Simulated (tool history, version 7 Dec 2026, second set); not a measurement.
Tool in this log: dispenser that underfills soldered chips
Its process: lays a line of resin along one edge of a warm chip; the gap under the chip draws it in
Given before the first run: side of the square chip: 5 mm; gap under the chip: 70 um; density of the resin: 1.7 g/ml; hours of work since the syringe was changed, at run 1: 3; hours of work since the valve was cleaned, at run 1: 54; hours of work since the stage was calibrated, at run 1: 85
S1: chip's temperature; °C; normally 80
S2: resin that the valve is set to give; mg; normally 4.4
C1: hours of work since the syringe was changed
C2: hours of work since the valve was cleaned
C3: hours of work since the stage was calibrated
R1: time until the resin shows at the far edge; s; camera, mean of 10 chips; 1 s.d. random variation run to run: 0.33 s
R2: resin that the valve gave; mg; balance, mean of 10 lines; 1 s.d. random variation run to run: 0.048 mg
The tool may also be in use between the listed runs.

| run | day | S1 | S2 | C1 | C2 | C3 | R1 | R2 |
|---|---|---|---|---|---|---|---|---|
| 1 | 0 | 80 | 4.4 | 3 | 54 | 85 | 15.4 | 4.22 |
|  | 0.188 | new syringe of resin |
| 2 | 0.292 | 80 | 4.4 | 2 | 59 | 89 | 14.6 | 4.16 |
|  | 0.617 | new syringe of resin |
| 3 | 0.633 | 80 | 4.4 | 0 | 63 | 94 | 13.4 | 4.22 |
| 4 | 0.971 | 80 | 4.4 | 5 | 68 | 99 | 15.7 | 4.19 |
|  | 1.017 | new syringe of resin |
| 5 | 1.371 | 80 | 4.4 | 5 | 74 | 105 | 15.6 | 4.16 |
|  | 1.429 | new syringe of resin |
| 6 | 1.629 | 80 | 4.4 | 3 | 78 | 109 | 15 | 4.18 |
|  | 1.842 | new syringe of resin |
| 7 | 2.025 | 80 | 4.4 | 3 | 83 | 114 | 14.9 | 4.17 |
|  | 2.25 | new syringe of resin |
| 8 | 2.45 | 80 | 4.4 | 3 | 89 | 120 | 14.8 | 4.14 |
|  | 2.667 | new syringe of resin |
| 9 | 2.729 | 80 | 4.4 | 1 | 93 | 124 | 13.9 | 4.12 |
| 10 | 2.967 | 80 | 4.4 | 4 | 97 | 128 | 15.7 | 4.08 |
|  | 3.054 | dispensing valve cleaned and set on the balance |
|  | 3.108 | new syringe of resin |
| 11 | 3.354 | 80 | 4.4 | 4 | 4 | 133 | 15 | 4.42 |
|  | 3.504 | new syringe of resin |
| 12 | 3.8 | 80 | 4.4 | 4 | 11 | 139 | 16.2 | 4.42 |
|  | 3.912 | new syringe of resin |
| 13 | 4.067 | 80 | 4.4 | 2 | 14 | 143 | 14.3 | 4.36 |
|  | 4.346 | new syringe of resin |
| 14 | 4.521 | 80 | 4.4 | 3 | 21 | 149 | 14.8 | 4.3 |
|  | 4.767 | new syringe of resin |
| 15 | 5 | 80 | 4.4 | 3 | 28 | 156 | 15.6 | 4.38 |
|  | 5.179 | new syringe of resin |
| 16 | 5.4 | 80 | 4.4 | 3 | 34 | 162 | 15 | 4.29 |
|  | 5.604 | new syringe of resin |
| 17 | 5.721 | 80 | 4.4 | 2 | 38 | 167 | 14.3 | 4.33 |
|  | 6.008 | new syringe of resin |
| 18 | 6.071 | 66 | 4.53 | 1 | 43 | 172 | 22.7 | 4.2 |
|  | 6.412 | new syringe of resin |
| 19 | 6.458 | 66 | 4.53 | 1 | 49 | 177 | 23.2 | 4.39 |
| 20 | 6.75 | 81 | 4.53 | 5 | 53 | 181 | 15.1 | 4.43 |
|  | 6.825 | new syringe of resin |
| 21 | 7.058 | 82 | 5.33 | 3 | 57 | 186 | 14 | 5.04 |
|  | 7.238 | new syringe of resin |
| 22 | 7.379 | 86 | 4.7 | 2 | 62 | 190 | 11.7 | 4.52 |
|  | 7.671 | new syringe of resin |
| 23 | 7.85 | 86 | 4.7 | 3 | 69 | 197 | 12.3 | 4.49 |
|  | 8.075 | new syringe of resin |
| 24 | 8.25 | 89 | 3.79 | 3 | 74 | 203 | 11.6 | 3.61 |
|  | 8.479 | new syringe of resin |
| 25 | 8.683 | 85 | 5.4 | 3 | 80 | 209 | 12.6 | 5.05 |
|  | 8.883 | new syringe of resin |
| 26 | 8.925 | 85 | 5.4 | 1 | 84 | 212 | 11.8 | 5 |
|  | 9.288 | new syringe of resin |
| 27 | 9.312 | 85 | 5.4 | 0 | 89 | 218 | 11.3 | 4.97 |
|  | 9.692 | new syringe of resin |
| 28 | 9.796 | 71 | 4.26 | 2 | 96 | 225 | 20.8 | 3.92 |
|  | 9.95 | dispensing valve cleaned and set on the balance |
|  | 10.138 | new syringe of resin |
| 29 | 10.171 | 74 | 5.16 | 1 | 3 | 230 | 16.6 | 5.13 |
| 30 | 10.429 | 74 | 5.16 | 4 | 7 | 233 | 19 | 5.16 |
|  | 10.575 | new syringe of resin |
| 31 | 10.65 | 95 | 4.4 | 1 | 10 | 236 | 8.3 | 4.38 |
| 32 | 10.846 | 95 | 4.53 | 4 | 13 | 239 | 9.5 | 4.57 |
|  | 10.992 | new syringe of resin |
| 33 | 11.083 | 71 | 3.99 | 1 | 16 | 243 | 19.8 | 3.93 |
|  | 11.417 | new syringe of resin |
| 34 | 11.529 | 71 | 3.99 | 2 | 23 | 249 | 20 | 3.85 |

Predict each of these 3 candidate next runs independently; none follows another, all start after run 34:
|  | 11.858 | new syringe of resin |
| A | 11.896 | 71 | 4.77 | 1 | 28 | 254 | ? | ? |
|  | 11.858 | new syringe of resin |
| B | 11.896 | 90 | 5.34 | 1 | 28 | 254 | ? | ? |
|  | 11.858 | new syringe of resin |
| C | 11.896 | 71 | 4.88 | 1 | 28 | 254 | ? | ? |

| run | R1 | R2 |
|---|---|---|
| A | 19.1 | 4.69 |
| B | 9.6 | 5.2 |
| C | 18.9 | 4.84 |
Without the tool's unlogged condition, the same runs would have read:
| run | R1 | R2 |
|---|---|---|
| A | 18.1 | 4.79 |
| B | 9.1 | 5.31 |
| C | 17.9 | 4.94 |

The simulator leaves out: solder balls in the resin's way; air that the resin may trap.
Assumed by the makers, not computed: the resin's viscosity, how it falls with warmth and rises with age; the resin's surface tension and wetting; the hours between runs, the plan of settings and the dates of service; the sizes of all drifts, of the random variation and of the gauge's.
